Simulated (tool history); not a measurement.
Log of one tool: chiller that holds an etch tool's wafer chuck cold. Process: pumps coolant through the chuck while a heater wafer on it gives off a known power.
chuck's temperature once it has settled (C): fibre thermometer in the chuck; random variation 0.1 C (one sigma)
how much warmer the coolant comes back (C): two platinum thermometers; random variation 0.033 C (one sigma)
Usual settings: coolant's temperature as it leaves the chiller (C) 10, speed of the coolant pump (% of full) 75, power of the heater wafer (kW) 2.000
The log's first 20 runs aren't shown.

run	hour	coolant's temperature as it leaves the chiller (C)	speed of the coolant pump (% of full)	power of the heater wafer (kW)	hours since the coolant was changed and the channels were flushed	hours since the pump was overhauled	hours since the chiller's thermometer was calibrated	chuck's temperature once it has settled (C)	how much warmer the coolant comes back (C)
21	1244.5	1	81	1.710	4263	3276	977	13.4	3.94
22	1307.8	5	77	1.010	4326	3340	1040	12.5	2.57
23	1391.2	5	77	1.010	4409	3423	1124	12.8	2.56
24	1428.7	5	77	1.010	4447	3460	1161	12.8	2.60
25	1492.3	10	75	2.990	4510	3524	1225	32.9	7.22
26	1548.7	10	75	2.990	4567	3580	1281	32.9	7.28
27	1621.6	10	75	1.866	4640	3653	1354	24.2	4.64
# hour 1688.5: gauge calibrated
28	1700.4	11	88	1.997	4718	3732	1433	24.9	3.96
29	1754.0	14	88	1.213	4772	3786	1486	22.3	2.41
30	1792.7	19	76	1.213	4811	3824	1525	28.1	2.79

Run 31 comes next. What will it give?
31	1877.3	10	75	2.407	4895	3909	1610	?	?

Run 31 gave chuck's temperature once it has settled (C) 28.5, how much warmer the coolant comes back (C) 5.68.
Without the tool's hidden state the same run would have given chuck's temperature once it has settled (C) 28.5, how much warmer the coolant comes back (C) 5.64.

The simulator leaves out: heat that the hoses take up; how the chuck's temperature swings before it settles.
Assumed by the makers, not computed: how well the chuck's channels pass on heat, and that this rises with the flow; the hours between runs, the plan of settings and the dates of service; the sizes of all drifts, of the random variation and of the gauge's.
